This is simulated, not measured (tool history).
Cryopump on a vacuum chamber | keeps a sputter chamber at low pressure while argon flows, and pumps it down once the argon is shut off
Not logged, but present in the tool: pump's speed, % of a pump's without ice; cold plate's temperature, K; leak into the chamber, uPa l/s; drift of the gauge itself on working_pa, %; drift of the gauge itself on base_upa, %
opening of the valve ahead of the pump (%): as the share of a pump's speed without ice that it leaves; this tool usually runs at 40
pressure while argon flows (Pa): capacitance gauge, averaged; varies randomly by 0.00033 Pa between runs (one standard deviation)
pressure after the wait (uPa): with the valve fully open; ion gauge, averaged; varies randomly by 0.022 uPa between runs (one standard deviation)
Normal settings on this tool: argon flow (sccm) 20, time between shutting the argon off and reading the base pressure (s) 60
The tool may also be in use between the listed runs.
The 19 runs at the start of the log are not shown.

| run | hour | argon flow (sccm) | time between shutting the argon off and reading the base pressure (s) | opening of the valve ahead of the pump (%) | hours of work since the pump was warmed up and emptied | hours of work since the cold head was overhauled | hours of work since the chamber's fittings were tightened | pressure while argon flows (Pa) | pressure after the wait (uPa) |
|---|---|---|---|---|---|---|---|---|---|
| 20 | 561.1 | 15 | 60 | 57 | 86 | 440 | 1031 | 0.0210 | 0.78 |
| 21 | 594.8 | 15 | 60 | 57 | 106 | 459 | 1050 | 0.0200 | 0.81 |
| 22 | 618.2 | 20 | 60 | 31 | 119 | 473 | 1064 | 0.0505 | 0.77 |
| 23 | 648.9 | 20 | 60 | 31 | 137 | 490 | 1082 | 0.0496 | 0.82 |
| 24 | 679.0 | 10 | 60 | 28 | 154 | 508 | 1099 | 0.0277 | 0.84 |
| 25 | 720.3 | 24 | 60 | 40 | 178 | 532 | 1123 | 0.0476 | 0.85 |
| 26 | 763.7 | 32 | 60 | 42 | 203 | 557 | 1148 | 0.0601 | 0.81 |
| 27 | 802.9 | 32 | 60 | 23 | 226 | 579 | 1170 | 0.1085 | 0.87 |
| 28 | 822.4 | 20 | 60 | 44 | 237 | 590 | 1182 | 0.0365 | 0.86 |
| 29 | 854.2 | 20 | 60 | 44 | 255 | 609 | 1200 | 0.0359 | 0.86 |
| 30 | 874.5 | 20 | 60 | 44 | 267 | 621 | 1212 | 0.0368 | 0.90 |
| 31 | 900.6 | 20 | 60 | 44 | 282 | 636 | 1227 | 0.0367 | 0.88 |
| 32 | 921.5 | 20 | 60 | 44 | 294 | 648 | 1239 | 0.0375 | 0.88 |
| 33 | 944.9 | 9 | 172 | 24 | 308 | 661 | 1252 | 0.0296 | 0.55 |
| 34 | 988.1 | 9 | 172 | 24 | 333 | 686 | 1277 | 0.0293 | 0.56 |

Predict each of these 4 candidate next runs independently; none follows another, all start after run 34:
| A | 1013.3 | 31 | 60 | 40 | 347 | 701 | 1292 | ? | ? |
| B | 1013.3 | 17 | 60 | 40 | 347 | 701 | 1292 | ? | ? |
| C | 1013.3 | 9 | 117 | 29 | 347 | 701 | 1292 | ? | ? |
| D | 1013.3 | 15 | 56 | 30 | 347 | 701 | 1292 | ? | ? |

| run | pressure while argon flows (Pa) | pressure after the wait (uPa) |
|---|---|---|
| A | 0.0631 | 0.90 |
| B | 0.0343 | 0.91 |
| C | 0.0245 | 0.64 |
| D | 0.0401 | 0.93 |
The same runs, with their run-to-run variation unchanged, on a tool lacking any hidden condition would have given:
| run | pressure while argon flows (Pa) | pressure after the wait (uPa) |
|---|---|---|
| A | 0.0587 | 0.65 |
| B | 0.0319 | 0.66 |
| C | 0.0233 | 0.40 |
| D | 0.0380 | 0.68 |
